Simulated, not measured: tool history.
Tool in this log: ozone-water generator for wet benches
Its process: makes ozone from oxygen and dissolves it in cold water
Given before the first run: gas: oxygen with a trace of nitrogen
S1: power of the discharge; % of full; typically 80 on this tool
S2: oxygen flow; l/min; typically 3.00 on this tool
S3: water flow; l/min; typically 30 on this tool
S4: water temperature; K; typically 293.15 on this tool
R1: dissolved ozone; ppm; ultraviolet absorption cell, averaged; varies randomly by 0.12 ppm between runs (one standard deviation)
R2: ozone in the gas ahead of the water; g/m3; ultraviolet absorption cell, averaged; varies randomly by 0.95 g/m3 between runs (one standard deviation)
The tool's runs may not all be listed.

{"run": 1, "hour": 0.0, "S1": 80, "S2": 3.0, "S3": 30, "S4": 293.15, "R1": 10.5, "R2": 160.7}
{"run": 2, "hour": 86.3, "S1": 80, "S2": 3.0, "S3": 30, "S4": 293.15, "R1": 10.5, "R2": 164.0}
{"run": 3, "hour": 226.8, "S1": 80, "S2": 3.0, "S3": 30, "S4": 293.15, "R1": 10.3, "R2": 162.4}
{"run": 4, "hour": 376.9, "S1": 80, "S2": 3.0, "S3": 30, "S4": 294.15, "R1": 10.1, "R2": 162.3}
{"run": 5, "hour": 485.5, "S1": 80, "S2": 3.0, "S3": 30, "S4": 294.15, "R1": 10.2, "R2": 163.3}
{"run": 6, "hour": 602.6, "S1": 80, "S2": 3.0, "S3": 30, "S4": 293.15, "R1": 10.2, "R2": 163.5}
{"run": 7, "hour": 784.0, "S1": 80, "S2": 3.0, "S3": 30, "S4": 295.15, "R1": 10.1, "R2": 162.5}
{"run": 8, "hour": 934.7, "S1": 80, "S2": 3.0, "S3": 30, "S4": 295.15, "R1": 10.3, "R2": 163.3}
{"run": 9, "hour": 1092.3, "S1": 43, "S2": 3.0, "S3": 37, "S4": 293.15, "R1": 6.0, "R2": 117.8}
{"run": 10, "hour": 1175.0, "S1": 43, "S2": 3.0, "S3": 37, "S4": 293.15, "R1": 5.9, "R2": 118.0}
{"run": 11, "hour": 1289.0, "S1": 43, "S2": 3.0, "S3": 37, "S4": 293.15, "R1": 6.2, "R2": 117.4}
{"run": 12, "hour": 1430.5, "S1": 43, "S2": 3.0, "S3": 37, "S4": 293.15, "R1": 6.1, "R2": 118.4}
{"run": 13, "hour": 1566.7, "S1": 43, "S2": 3.0, "S3": 37, "S4": 293.15, "R1": 6.0, "R2": 117.5}
{"run": 14, "hour": 1663.4, "S1": 43, "S2": 3.98, "S3": 37, "S4": 296.15, "R1": 6.2, "R2": 102.4}
{"run": 15, "hour": 1808.6, "S1": 80, "S2": 2.51, "S3": 30, "S4": 295.15, "R1": 9.8, "R2": 181.0}
{"run": 16, "hour": 1972.1, "S1": 79, "S2": 1.65, "S3": 26, "S4": 299.15, "R1": 9.9, "R2": 225.1}

Taken out of this log: 1 entry between the listed runs. Where each belongs, and how the hidden state differs across it:
In the gap between runs 5 and 6: water thermometer calibrated (hour 543.4)
  true water temperature over the reading, C: 0.01 -> 0; drift of the gauge itself on gas_g_m3, %: 0.42 -> 0.52
  measured result minus the result with no hidden state, R2: +0.4 -> +0.6 g/m3
